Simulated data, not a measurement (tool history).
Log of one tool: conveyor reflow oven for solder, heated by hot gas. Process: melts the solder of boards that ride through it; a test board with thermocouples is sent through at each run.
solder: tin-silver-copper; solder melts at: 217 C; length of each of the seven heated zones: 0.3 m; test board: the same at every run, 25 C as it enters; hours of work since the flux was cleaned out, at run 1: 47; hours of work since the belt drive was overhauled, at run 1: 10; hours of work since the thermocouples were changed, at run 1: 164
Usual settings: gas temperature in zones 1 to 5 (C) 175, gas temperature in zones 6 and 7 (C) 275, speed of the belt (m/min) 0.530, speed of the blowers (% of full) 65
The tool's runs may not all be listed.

run   hour  gas temperature in zones 1 to 5 (C)  gas temperature in zones 6 and 7 (C)  speed of the belt (m/min)  speed of the blowers (% of full)  hours of work since the flux was cleaned out  hours of work since the belt drive was overhauled  hours of work since the thermocouples were changed  highest temperature of the board (C)  time above the solder's melting point (s)
  1    0.0                                  175                                   275                      0.530                                65                                            47                                                 10                                                 164                                 258.5                                       54.6
  2    7.0                                  175                                   275                      0.530                                65                                            51                                                 15                                                 169                                 258.6                                       54.6
  3   13.4                                  175                                   275                      0.530                                65                                            56                                                 19                                                 173                                 258.9                                       54.6
  4   24.0                                  175                                   275                      0.530                                65                                            63                                                 26                                                 181                                 258.3                                       54.4
  5   30.1                                  175                                   275                      0.530                                65                                            67                                                 31                                                 185                                 258.6                                       54.3
  6   38.0                                  175                                   275                      0.530                                65                                            73                                                 36                                                 190                                 258.1                                       54.5
  7   47.2                                  175                                   275                      0.530                                65                                            79                                                 42                                                 197                                 257.9                                       54.5
  8   55.8                                  175                                   275                      0.530                                64                                            85                                                 48                                                 202                                 258.4                                       54.3
  9   64.8                                  175                                   267                      0.530                                64                                            91                                                 54                                                 208                                 250.7                                       50.1
 10   75.3                                  175                                   267                      0.530                                64                                            98                                                 61                                                 216                                 251.1                                       50.2
 11   82.5                                  175                                   275                      0.530                                65                                           103                                                 66                                                 221                                 257.9                                       54.2
 12   91.4                                  173                                   275                      0.530                                65                                           109                                                 72                                                 227                                 257.6                                       53.4
 13  100.2                                  175                                   275                      0.530                                65                                           115                                                 78                                                 233                                 257.9                                       54.3
 14  107.2                                  175                                   288                      0.530                                65                                           120                                                 83                                                 237                                 269.0                                       59.8
 15  116.6                                  175                                   275                      0.530                                65                                           126                                                 89                                                 244                                 257.8                                       54.2
 16  125.3                                  171                                   275                      0.427                                65                                           132                                                 95                                                 250                                 264.2                                       70.6
 17  135.0                                  171                                   275                      0.427                                65                                           139                                                102                                                 256                                 264.0                                       71.0
 18  141.1                                  178                                   268                      0.618                                65                                           143                                                106                                                 261                                 246.8                                       40.2
     147.1  -- flux residue cleaned out of gas plates and filters
 19  153.7                                  172                                   281                      0.515                                73                                             5                                                111                                                 266                                 264.2                                       58.6
 20  159.8                                  179                                   275                      0.597                                54                                             9                                                116                                                 270                                 251.7                                       44.5
 21  169.7                                  171                                   275                      0.530                                61                                            15                                                122                                                 277                                 256.0                                       51.6
 22  178.8                                  171                                   285                      0.423                                61                                            22                                                129                                                 283                                 272.3                                       75.7
 23  186.3                                  175                                   275                      0.530                                55                                            27                                                134                                                 288                                 255.2                                       52.3
 24  193.4                                  175                                   273                      0.434                                65                                            32                                                138                                                 293                                 261.8                                       70.0
     200.8  -- flux residue cleaned out of gas plates and filters, once more
 25  203.1                                  189                                   284                      0.530                                65                                             2                                                142                                                 296                                 269.6                                       64.3
 26  208.5                                  180                                   278                      0.599                                85                                             5                                                145                                                 300                                 261.4                                       51.0
 27  216.9                                  180                                   278                      0.599                                85                                            11                                                151                                                 305                                 261.5                                       51.1
 28  224.9                                  179                                   285                      0.530                                65                                            16                                                157                                                 311                                 268.5                                       60.8
 29  234.6                                  179                                   285                      0.530                                65                                            23                                                163                                                 317                                 268.6                                       60.5
 30  243.9                                  179                                   285                      0.530                                65                                            29                                                169                                                 324                                 269.1                                       61.0

3 ways to go on from here, each from the tool as it stands after run 30. What would each give?
  A  254.6                                  179                                   285                      0.425                                65                                            37                                                177                                                 331                                     ?                                          ?
  B  254.6                                  175                                   268                      0.603                                65                                            37                                                177                                                 331                                     ?                                          ?
  C  254.6                                  179                                   275                      0.530                                65                                            37                                                177                                                 331                                     ?                                          ?

run  highest temperature of the board (C)  time above the solder's melting point (s)
  A                                 275.2                                       79.7
  B                                 248.5                                       41.8
  C                                 259.9                                       56.8
Without the tool's hidden state the same runs would have given:
run  highest temperature of the board (C)  time above the solder's melting point (s)
  A                                 274.6                                       79.4
  B                                 248.1                                       41.5
  C                                 259.4                                       56.5
